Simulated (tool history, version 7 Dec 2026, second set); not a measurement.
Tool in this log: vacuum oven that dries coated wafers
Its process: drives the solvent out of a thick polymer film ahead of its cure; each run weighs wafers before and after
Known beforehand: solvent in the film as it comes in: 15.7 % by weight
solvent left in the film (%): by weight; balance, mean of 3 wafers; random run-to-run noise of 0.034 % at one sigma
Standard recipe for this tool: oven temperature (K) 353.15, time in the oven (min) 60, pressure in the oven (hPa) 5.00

{"run": 1, "day": 0.0, "oven temperature (K)": 353.15, "time in the oven (min)": 60, "pressure in the oven (hPa)": 5.0, "solvent left in the film (%)": 2.35}
{"run": 2, "day": 3.192, "oven temperature (K)": 353.15, "time in the oven (min)": 60, "pressure in the oven (hPa)": 5.0, "solvent left in the film (%)": 2.38}
{"run": 3, "day": 5.658, "oven temperature (K)": 353.15, "time in the oven (min)": 60, "pressure in the oven (hPa)": 5.0, "solvent left in the film (%)": 2.38}
{"run": 4, "day": 7.75, "oven temperature (K)": 353.15, "time in the oven (min)": 60, "pressure in the oven (hPa)": 5.8, "solvent left in the film (%)": 2.34}
{"run": 5, "day": 10.342, "oven temperature (K)": 353.15, "time in the oven (min)": 60, "pressure in the oven (hPa)": 5.8, "solvent left in the film (%)": 2.4}
{"run": 6, "day": 14.762, "oven temperature (K)": 353.15, "time in the oven (min)": 86, "pressure in the oven (hPa)": 5.0, "solvent left in the film (%)": 1.23}
{"run": 7, "day": 19.65, "oven temperature (K)": 339.15, "time in the oven (min)": 60, "pressure in the oven (hPa)": 5.0, "solvent left in the film (%)": 6.5}
{"run": 8, "day": 23.717, "oven temperature (K)": 353.15, "time in the oven (min)": 60, "pressure in the oven (hPa)": 5.0, "solvent left in the film (%)": 2.37}
{"run": 9, "day": 27.021, "oven temperature (K)": 353.15, "time in the oven (min)": 60, "pressure in the oven (hPa)": 5.0, "solvent left in the film (%)": 2.3}
{"day": 30.112, "done": "vacuum gauge cleaned of residue and calibrated"}
{"run": 10, "day": 31.758, "oven temperature (K)": 367.15, "time in the oven (min)": 60, "pressure in the oven (hPa)": 5.0, "solvent left in the film (%)": 0.4}
{"run": 11, "day": 36.196, "oven temperature (K)": 367.15, "time in the oven (min)": 60, "pressure in the oven (hPa)": 5.0, "solvent left in the film (%)": 0.38}
{"run": 12, "day": 39.862, "oven temperature (K)": 367.15, "time in the oven (min)": 60, "pressure in the oven (hPa)": 5.0, "solvent left in the film (%)": 0.3}
{"day": 40.875, "done": "oven's thermocouples calibrated"}
{"run": 13, "day": 44.788, "oven temperature (K)": 353.15, "time in the oven (min)": 60, "pressure in the oven (hPa)": 5.0, "solvent left in the film (%)": 2.3}
{"run": 14, "day": 49.025, "oven temperature (K)": 353.15, "time in the oven (min)": 60, "pressure in the oven (hPa)": 5.0, "solvent left in the film (%)": 2.32}
{"run": 15, "day": 51.046, "oven temperature (K)": 343.15, "time in the oven (min)": 39, "pressure in the oven (hPa)": 17.01, "solvent left in the film (%)": 7.55}
{"run": 16, "day": 53.033, "oven temperature (K)": 359.15, "time in the oven (min)": 32, "pressure in the oven (hPa)": 6.1, "solvent left in the film (%)": 3.36}
{"run": 17, "day": 57.942, "oven temperature (K)": 353.15, "time in the oven (min)": 65, "pressure in the oven (hPa)": 7.5, "solvent left in the film (%)": 2.15}
{"run": 18, "day": 62.688, "oven temperature (K)": 353.15, "time in the oven (min)": 60, "pressure in the oven (hPa)": 4.19, "solvent left in the film (%)": 2.3}
{"run": 19, "day": 65.492, "oven temperature (K)": 353.15, "time in the oven (min)": 80, "pressure in the oven (hPa)": 19.92, "solvent left in the film (%)": 2.14}
{"run": 20, "day": 69.729, "oven temperature (K)": 368.15, "time in the oven (min)": 80, "pressure in the oven (hPa)": 19.92, "solvent left in the film (%)": 0.61}
{"run": 21, "day": 72.921, "oven temperature (K)": 346.15, "time in the oven (min)": 80, "pressure in the oven (hPa)": 6.63, "solvent left in the film (%)": 3.1}
{"run": 22, "day": 76.892, "oven temperature (K)": 347.15, "time in the oven (min)": 81, "pressure in the oven (hPa)": 5.48, "solvent left in the film (%)": 2.71}
{"run": 23, "day": 79.05, "oven temperature (K)": 347.15, "time in the oven (min)": 81, "pressure in the oven (hPa)": 5.48, "solvent left in the film (%)": 2.71}
{"day": 81.838, "done": "oven's thermocouples calibrated"}
{"run": 24, "day": 83.5, "oven temperature (K)": 347.15, "time in the oven (min)": 81, "pressure in the oven (hPa)": 5.48, "solvent left in the film (%)": 2.77}
{"run": 25, "day": 86.912, "oven temperature (K)": 354.15, "time in the oven (min)": 79, "pressure in the oven (hPa)": 9.79, "solvent left in the film (%)": 1.42}
{"run": 26, "day": 88.971, "oven temperature (K)": 354.15, "time in the oven (min)": 34, "pressure in the oven (hPa)": 6.79, "solvent left in the film (%)": 4.44}
{"run": 27, "day": 93.712, "oven temperature (K)": 358.15, "time in the oven (min)": 40, "pressure in the oven (hPa)": 5.0, "solvent left in the film (%)": 2.68}
{"run": 28, "day": 96.483, "oven temperature (K)": 360.15, "time in the oven (min)": 99, "pressure in the oven (hPa)": 8.52, "solvent left in the film (%)": 0.43}

4 options for the next run, each taken on its own from the tool as it stands now. Forecast them:
{"run": "A", "day": 100.638, "oven temperature (K)": 341.15, "time in the oven (min)": 108, "pressure in the oven (hPa)": 2.89, "solvent left in the film (%)": "?"}
{"run": "B", "day": 100.638, "oven temperature (K)": 339.15, "time in the oven (min)": 59, "pressure in the oven (hPa)": 8.52, "solvent left in the film (%)": "?"}
{"run": "C", "day": 100.638, "oven temperature (K)": 344.15, "time in the oven (min)": 69, "pressure in the oven (hPa)": 3.46, "solvent left in the film (%)": "?"}
{"run": "D", "day": 100.638, "oven temperature (K)": 364.15, "time in the oven (min)": 100, "pressure in the oven (hPa)": 3.69, "solvent left in the film (%)": "?"}

run=A solvent_left_in_the_film_(%)=3.09
run=B solvent_left_in_the_film_(%)=6.69
run=C solvent_left_in_the_film_(%)=4.18
run=D solvent_left_in_the_film_(%)=0.17
Take away the tool's hidden state, keep each run's random variation, and the runs would have read:
run=A solvent_left_in_the_film_(%)=3.07
run=B solvent_left_in_the_film_(%)=6.68
run=C solvent_left_in_the_film_(%)=4.17
run=D solvent_left_in_the_film_(%)=0.16
